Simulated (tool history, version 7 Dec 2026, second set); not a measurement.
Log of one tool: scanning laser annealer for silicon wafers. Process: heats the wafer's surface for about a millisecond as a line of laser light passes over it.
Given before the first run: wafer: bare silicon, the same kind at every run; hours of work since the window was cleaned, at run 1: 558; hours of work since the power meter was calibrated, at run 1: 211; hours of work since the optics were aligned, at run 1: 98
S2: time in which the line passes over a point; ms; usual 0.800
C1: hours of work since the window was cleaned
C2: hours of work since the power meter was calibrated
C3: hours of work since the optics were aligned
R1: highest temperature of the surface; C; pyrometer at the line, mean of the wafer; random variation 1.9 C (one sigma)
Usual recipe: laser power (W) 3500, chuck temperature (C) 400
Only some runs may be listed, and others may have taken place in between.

Run 1, hour 0.0: usual settings; C1 558; C2 211; C3 98. Result: R1 1155 C.
Run 2, hour 66.6: usual settings; C1 593; C2 246; C3 132. Result: R1 1159 C.
Run 3, hour 100.2: usual settings; C1 610; C2 264; C3 150. Result: R1 1152 C.
Run 4, hour 144.4: usual settings; C1 633; C2 287; C3 173. Result: R1 1151 C.
At hour 199.3: window over the wafer cleaned.
Run 5, hour 220.2: usual settings but chuck temperature (C) 419; C1 11; C2 326; C3 212. Result: R1 1195 C.
Run 6, hour 275.8: usual settings but chuck temperature (C) 384; C1 40; C2 355; C3 241. Result: R1 1158 C.
Run 7, hour 346.4: usual settings but chuck temperature (C) 384; C1 77; C2 392; C3 278. Result: R1 1157 C.
Run 8, hour 386.6: usual settings but laser power (W) 3054, chuck temperature (C) 384; C1 98; C2 413; C3 299. Result: R1 1046 C.
Run 9, hour 430.7: usual settings but laser power (W) 3054, chuck temperature (C) 384; C1 121; C2 436; C3 322. Result: R1 1045 C.
Run 10, hour 473.3: usual settings but laser power (W) 3422, S2 0.958 ms, chuck temperature (C) 388; C1 144; C2 459; C3 345. Result: R1 1223 C.
Run 11, hour 520.7: usual settings but laser power (W) 3422, S2 0.958 ms, chuck temperature (C) 388; C1 169; C2 483; C3 369. Result: R1 1222 C.
Run 12, hour 585.2: usual settings but laser power (W) 3422, S2 0.958 ms, chuck temperature (C) 388; C1 202; C2 517; C3 403. Result: R1 1220 C.
Run 13, hour 646.8: usual settings but laser power (W) 3422, S2 0.958 ms, chuck temperature (C) 388; C1 235; C2 550; C3 436. Result: R1 1221 C.
At hour 654.0: laser's power meter calibrated.
Run 14, hour 730.2: usual settings but laser power (W) 3243, S2 0.744 ms, chuck temperature (C) 425; C1 277; C2 40; C3 478. Result: R1 1100 C.
Run 15, hour 795.2: usual settings but laser power (W) 3080; C1 311; C2 74; C3 512. Result: R1 1061 C.
At hour 861.3: laser's power meter calibrated, once more.
Run 16, hour 870.0: usual settings but laser power (W) 3080; C1 348; C2 5; C3 549. Result: R1 1057 C.
Run 17, hour 909.0: usual settings but laser power (W) 3080; C1 369; C2 25; C3 570. Result: R1 1051 C.
Run 18, hour 976.7: usual settings but laser power (W) 3569, S2 0.950 ms; C1 404; C2 61; C3 605. Result: R1 1257 C.

For each run, the measured value with the value that run would have given without the tool's hidden condition subtracted. The run-to-run variation is shared by both, the gauge scatter possibly not:
Hidden conditions of the tool in this case: light that passes the window, % of a clean one's; laser's true power over the reading, %; width of the line over the set one, %; drift of the gauge itself on peak_c, C.
run   R1
  1  -23
  2  -24
  3  -25
  4  -25
  5   +0
  6   -2
  7   -2
  8   -3
  9   -4
 10   -5
 11   -6
 12   -8
 13   -9
 14   -8
 15   -8
 16  -16
 17  -17
 18  -25
